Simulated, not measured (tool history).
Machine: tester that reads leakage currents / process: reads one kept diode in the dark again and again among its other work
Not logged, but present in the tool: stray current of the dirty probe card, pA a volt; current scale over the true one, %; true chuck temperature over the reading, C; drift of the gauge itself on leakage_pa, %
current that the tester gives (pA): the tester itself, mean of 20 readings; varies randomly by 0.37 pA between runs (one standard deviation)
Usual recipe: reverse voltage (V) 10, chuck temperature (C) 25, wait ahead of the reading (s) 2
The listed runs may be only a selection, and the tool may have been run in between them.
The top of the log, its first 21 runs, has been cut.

run,hour,reverse voltage (V),chuck temperature (C),wait ahead of the reading (s),hours of work since the probe card was cleaned,hours of work since the tester was calibrated,hours of work since the chuck was calibrated,current that the tester gives (pA)
# hour 1959: tester calibrated
22,1974.7,15.9,20,1.4,1770,10,563,150.47
23,2087,15.9,20,1.4,1842,82,635,154.57
24,2161.9,15.9,20,1.4,1890,131,683,157.6
# hour 2196.7: chuck's temperature calibrated
25,2270.5,10,53,2,1959,199,47,1280.61
26,2339.5,10,53,2,2003,243,92,1290.19
27,2436.7,10,53,2,2066,306,154,1317.64
# hour 2447: probe card cleaned and baked
28,2572.8,7,49,3.94,81,392,240,834.11
29,2649.2,4.8,25,2,130,441,289,100.31
30,2761.5,6.5,51,2,202,513,361,978.16
31,2831.6,6.5,48,7.41,247,558,406,790.96
32,2911.2,11.4,25,0.49,299,609,458,155.36
33,3027.4,1.9,25,0.3,373,684,532,77.07
34,3086.3,4.6,25,1.18,411,722,570,109.33
35,3152.1,4.6,25,1.18,453,764,612,110.73
36,3286.5,2.8,29,2,540,851,699,130.85
# hour 3298.8: chuck's temperature calibrated
37,3392.4,2.5,29,5.62,607,917,60,103.73
38,3485.6,2.5,29,5.62,667,977,120,105.58
39,3610.5,18.7,29,5.62,747,1058,200,249.8

Alternative continuations, all from the tool just after run 39; predict every row:
A,3702.6,1.4,25,2,806,1117,260,?
B,3702.6,2.4,46,1.4,806,1117,260,?
C,3702.6,10,25,0.66,806,1117,260,?
D,3702.6,18.2,29,0.9,806,1117,260,?

run,current that the tester gives (pA)
A,61.8
B,441.94
C,143.96
D,256.17
The same runs, with their run-to-run variation unchanged, on a tool lacking any hidden condition would have given:
run,current that the tester gives (pA)
A,56.89
B,417.65
C,125.9
D,224
